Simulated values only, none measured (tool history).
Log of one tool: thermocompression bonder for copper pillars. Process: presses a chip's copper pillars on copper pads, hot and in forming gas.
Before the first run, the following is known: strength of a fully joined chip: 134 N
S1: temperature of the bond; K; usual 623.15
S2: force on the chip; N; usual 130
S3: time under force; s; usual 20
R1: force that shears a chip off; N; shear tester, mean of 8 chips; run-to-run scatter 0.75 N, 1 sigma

run   hour      S1   S2  S3    R1
  1      0  623.15  130  20  57.9
  2   28.3  623.15  130  20  56.6
  3   88.1  623.15  130  34  67.9
  4  116.4  623.15  130  34    67
  5  174.7  623.15  130  46  71.3
     187.8  -- forming gas filter changed
  6  214.1  623.15  130  16  54.2
     218.6  -- force cell calibrated
  7  270.3  623.15  130  16  53.7
  8  328.1  609.15  101  51    62
  9  371.8  623.15   83  20  44.5
 10  410.8  599.15  176  15  46.9
     449.4  -- force cell calibrated, once more
 11  457.3  623.15   93  38  57.1
 12  494.1  653.15  127  41  82.8
     503.6  -- forming gas filter changed
 13  551.8  623.15   93  20  46.6
 14  608.7  643.15   93  15  49.9

Each row is a separate what-if for the run after 14, all from the same tool condition, not one after another. Results?
  A  642.9  609.15   85  51   ?
  B  642.9  647.15   90  15   ?
  C  642.9  643.15   93  24   ?
  D  642.9  650.15  126  37   ?

run    R1
  A  54.9
  B  51.8
  C    59
  D  82.3
With no hidden state in the tool, these same runs would have given:
run    R1
  A  57.4
  B  54.1
  C  61.7
  D  85.9
